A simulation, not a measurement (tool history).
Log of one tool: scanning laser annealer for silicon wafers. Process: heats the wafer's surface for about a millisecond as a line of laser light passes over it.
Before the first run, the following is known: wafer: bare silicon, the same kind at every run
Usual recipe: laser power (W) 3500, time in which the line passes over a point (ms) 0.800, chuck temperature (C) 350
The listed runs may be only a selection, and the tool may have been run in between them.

run	hour	laser power (W)	time in which the line passes over a point (ms)	chuck temperature (C)	highest temperature of the surface (C)
1	0.0	3500	0.800	350	1106
2	14.7	3500	0.800	310	1063
3	30.3	3500	0.800	388	1145
4	52.4	3500	0.800	388	1140
5	66.3	3500	0.800	388	1140
6	79.5	3500	0.800	388	1139
7	92.2	3500	0.800	388	1139
8	112.3	3500	0.984	350	1193
9	134.0	3500	0.800	316	1066
10	149.4	3500	0.800	350	1101
11	160.0	3318	0.800	350	1052
# hour 164.1: window over the wafer cleaned
12	179.0	3318	0.800	350	1032
13	191.1	3108	0.800	350	980
14	200.4	3500	0.800	318	1045
15	221.1	3156	0.800	372	1011
16	240.4	3500	0.722	365	1054
17	256.5	3500	0.722	365	1052
# hour 274.0: window over the wafer cleaned, once more
18	274.0	3109	0.875	313	1026
19	283.0	3335	0.800	360	1094
20	302.6	3505	0.800	329	1112
21	313.4	3223	0.799	356	1063
22	331.8	3496	0.799	330	1105
23	352.3	3283	0.699	383	1049
24	370.8	3582	0.967	365	1252
25	381.5	3801	0.617	344	1086
26	397.1	3230	0.991	372	1166
27	409.0	3230	0.991	372	1163
28	426.4	3508	0.634	368	1051

Forecast each of these 5 alternatives for the next run:
A	438.1	3001	0.958	372	?
B	438.1	3300	0.834	319	?
C	438.1	3508	0.634	360	?
D	438.1	3508	0.634	328	?
E	438.1	3023	0.986	367	?

run	highest temperature of the surface (C)
A	1084
B	1058
C	1042
D	1010
E	1094
With the hidden condition removed and each run's random variation left untouched, the same runs would have given:
run	highest temperature of the surface (C)
A	1093
B	1067
C	1051
D	1018
E	1103
